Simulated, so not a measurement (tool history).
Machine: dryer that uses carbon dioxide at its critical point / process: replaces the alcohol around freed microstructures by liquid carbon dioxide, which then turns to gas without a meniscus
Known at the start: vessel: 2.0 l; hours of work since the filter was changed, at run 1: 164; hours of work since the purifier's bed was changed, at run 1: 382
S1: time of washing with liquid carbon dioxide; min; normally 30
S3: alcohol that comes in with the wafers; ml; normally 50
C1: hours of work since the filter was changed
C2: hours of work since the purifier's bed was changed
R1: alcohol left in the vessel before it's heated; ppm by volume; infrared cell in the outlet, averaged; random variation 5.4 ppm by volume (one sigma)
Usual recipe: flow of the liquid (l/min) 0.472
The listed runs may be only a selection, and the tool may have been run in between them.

Run 1, hour 0.0: usual settings; C1 164; C2 382. Result: R1 172 ppm by volume.
Run 2, hour 18.5: usual settings; C1 173; C2 391. Result: R1 158 ppm by volume.
Run 3, hour 34.9: usual settings but S1 27 min; C1 181; C2 399. Result: R1 274 ppm by volume.
Run 4, hour 61.2: usual settings but S1 24 min; C1 194; C2 412. Result: R1 455 ppm by volume.
Run 5, hour 85.6: usual settings but S1 24 min; C1 206; C2 424. Result: R1 449 ppm by volume.
Run 6, hour 104.4: usual settings but S1 24 min; C1 215; C2 433. Result: R1 443 ppm by volume.
Run 7, hour 118.7: usual settings but S1 24 min; C1 222; C2 440. Result: R1 461 ppm by volume.
Run 8, hour 133.7: usual settings but S1 24 min; C1 230; C2 447. Result: R1 466 ppm by volume.
Run 9, hour 157.9: usual settings but S1 24 min; C1 242; C2 459. Result: R1 471 ppm by volume.
Run 10, hour 176.2: usual settings; C1 251; C2 468. Result: R1 189 ppm by volume.
Run 11, hour 187.1: usual settings; C1 256; C2 474. Result: R1 188 ppm by volume.
Run 12, hour 200.3: usual settings; C1 263; C2 480. Result: R1 192 ppm by volume.
Run 13, hour 222.2: usual settings; C1 273; C2 491. Result: R1 191 ppm by volume.
Run 14, hour 235.3: usual settings; C1 280; C2 497. Result: R1 197 ppm by volume.
Run 15, hour 254.6: usual settings but flow of the liquid (l/min) 0.734, S3 26 ml; C1 289; C2 507. Result: R1 38 ppm by volume.
Run 16, hour 271.3: usual settings but S1 33 min, flow of the liquid (l/min) 0.679; C1 297; C2 515. Result: R1 40 ppm by volume.
Run 17, hour 287.4: usual settings but S1 33 min, flow of the liquid (l/min) 0.679; C1 305; C2 523. Result: R1 36 ppm by volume.
Run 18, hour 311.6: usual settings but S1 40 min, flow of the liquid (l/min) 0.470, S3 75 ml; C1 317; C2 535. Result: R1 75 ppm by volume.
Run 19, hour 331.9: usual settings but S1 23 min, flow of the liquid (l/min) 0.429, S3 52 ml; C1 327; C2 545. Result: R1 829 ppm by volume.
Run 20, hour 357.6: usual settings but flow of the liquid (l/min) 0.401, S3 25 ml; C1 340; C2 557. Result: R1 217 ppm by volume.
Run 21, hour 368.5: usual settings but flow of the liquid (l/min) 0.401, S3 25 ml; C1 345; C2 563. Result: R1 219 ppm by volume.
At hour 371.8: inlet filter changed.
Run 22, hour 391.0: usual settings but flow of the liquid (l/min) 0.401, S3 25 ml; C1 9; C2 573. Result: R1 174 ppm by volume.
Run 23, hour 416.2: usual settings but S1 42 min, flow of the liquid (l/min) 0.536, S3 27 ml; C1 22; C2 586. Result: R1 30 ppm by volume.
Run 24, hour 442.2: usual settings but S1 42 min, flow of the liquid (l/min) 0.536, S3 27 ml; C1 35; C2 598. Result: R1 38 ppm by volume.
Run 25, hour 468.0: usual settings but S1 47 min, flow of the liquid (l/min) 0.694, S3 59 ml; C1 47; C2 611. Result: R1 34 ppm by volume.
Run 26, hour 484.7: usual settings but S1 47 min, flow of the liquid (l/min) 0.694, S3 59 ml; C1 55; C2 619. Result: R1 37 ppm by volume.
Run 27, hour 496.9: usual settings but S1 25 min, flow of the liquid (l/min) 0.694, S3 21 ml; C1 61; C2 625. Result: R1 48 ppm by volume.

What if the next run were any one of these 4? Each begins from the tool's condition after run 27:
Run A, hour 518.6: usual settings but flow of the liquid (l/min) 0.508, S3 60 ml; C1 72; C2 636. Result: R1 ?.
Run B, hour 518.6: usual settings but S1 47 min, flow of the liquid (l/min) 0.694, S3 21 ml; C1 72; C2 636. Result: R1 ?.
Run C, hour 518.6: usual settings but flow of the liquid (l/min) 0.742, S3 64 ml; C1 72; C2 636. Result: R1 ?.
Run D, hour 518.6: usual settings but S1 21 min, flow of the liquid (l/min) 0.347, S3 37 ml; C1 72; C2 636. Result: R1 ?.

run    R1
  A   154
  B    33
  C    49
  D  1294
What these runs would have given with no unlogged condition in the tool:
run    R1
  A   114
  B     0
  C    14
  D  1221
